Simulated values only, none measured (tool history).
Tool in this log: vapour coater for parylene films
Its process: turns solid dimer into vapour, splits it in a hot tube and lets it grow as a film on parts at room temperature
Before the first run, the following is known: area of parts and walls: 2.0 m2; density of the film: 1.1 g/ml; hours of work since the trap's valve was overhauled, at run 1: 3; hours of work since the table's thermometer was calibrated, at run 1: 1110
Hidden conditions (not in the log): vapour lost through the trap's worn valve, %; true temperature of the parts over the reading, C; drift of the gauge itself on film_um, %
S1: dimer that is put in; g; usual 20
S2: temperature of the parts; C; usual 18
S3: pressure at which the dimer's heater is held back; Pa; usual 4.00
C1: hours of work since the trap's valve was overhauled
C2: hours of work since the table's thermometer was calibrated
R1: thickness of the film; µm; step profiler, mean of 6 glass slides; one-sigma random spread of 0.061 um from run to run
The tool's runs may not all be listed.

run,day,S1,S2,S3,C1,C2,R1
1,0.000,20,18,4.00,3,1110,7.32
2,2.042,20,18,4.00,27,1133,7.34
3,4.433,20,18,4.00,54,1160,7.20
4,5.479,20,18,4.00,65,1172,7.23
5,7.129,20,18,4.00,84,1191,7.23
6,8.221,20,18,4.00,96,1203,7.28
7,10.250,20,18,4.00,119,1226,7.36
8,11.958,20,18,4.00,139,1245,7.36
9,13.729,20,18,4.93,159,1265,7.05
10,14.758,23,18,4.00,170,1277,8.24
11,16.221,23,18,4.00,187,1294,8.35
12,17.404,23,18,4.00,200,1307,8.37
13,19.829,23,18,5.93,228,1334,7.84
14,22.275,23,18,5.93,256,1362,7.90
15,23.367,9,18,4.00,268,1375,3.16
16,24.567,9,18,4.00,282,1388,3.21
17,26.942,20,18,4.00,308,1415,7.21
# day 29.312: trap's valve overhauled
18,29.312,20,18,4.00,0,1440,7.25
19,30.692,20,11,4.00,16,1456,8.52
20,32.583,11,18,4.00,37,1477,4.02
21,34.892,11,18,4.00,63,1503,4.03
22,37.346,20,18,4.00,91,1531,7.20
23,39.500,20,18,4.00,115,1555,7.35
24,41.383,26,11,2.08,137,1577,11.45
25,42.604,26,11,2.08,150,1590,11.53
26,44.508,26,11,2.08,172,1612,11.66
27,45.629,20,12,4.00,185,1625,8.24
28,47.529,20,12,4.00,206,1646,8.24
29,49.796,20,12,4.00,232,1672,8.21
30,50.979,20,14,4.00,245,1685,7.95
31,52.012,30,18,5.22,257,1697,10.49
32,54.233,30,18,5.22,282,1722,10.41
33,55.238,22,18,2.40,293,1733,8.43
34,57.321,22,18,2.40,317,1757,8.53
# day 59.108: trap's valve overhauled
35,59.633,19,23,2.15,6,1781,6.67
36,61.338,24,20,2.55,25,1801,8.72
37,63.642,24,20,2.55,51,1827,8.86
38,65.338,13,20,3.12,71,1846,4.67
39,67.408,16,18,3.36,94,1869,5.90
40,69.433,16,18,3.36,117,1892,5.98
41,70.508,20,11,4.00,129,1904,8.46
42,71.758,14,18,3.73,143,1919,5.08
43,72.971,22,11,5.10,157,1932,9.05
# day 73.496: table's thermometer calibrated
44,74.783,26,14,7.78,177,15,9.48
45,76.642,24,17,5.46,198,36,8.45
46,77.842,24,17,5.46,212,49,8.44

Hidden state or all else? Some run-to-run changes of R1, split into what the settings, what came in and random variation would give without the hidden state, and what is left for the hidden state (with any gauge scatter that isn't in both results):
Run 14 -> 15: S1 23 -> 9, S3 5.93 -> 4.00. R1 -4.74 µm: hidden state +0.03, all else -4.77.
Run 17 -> 18: trap's valve overhauled. R1 +0.04 µm: hidden state +0.05, all else -0.01.
Run 19 -> 20: S1 20 -> 11, S2 11 -> 18. R1 -4.50 µm: hidden state -0.01, all else -4.49.
Run 34 -> 35: S1 22 -> 19, S2 18 -> 23, S3 2.40 -> 2.15, trap's valve overhauled. R1 -1.86 µm: hidden state +0.07, all else -1.93.
Run 37 -> 38: S1 24 -> 13, S3 2.55 -> 3.12. R1 -4.19 µm: hidden state +0.00, all else -4.19.
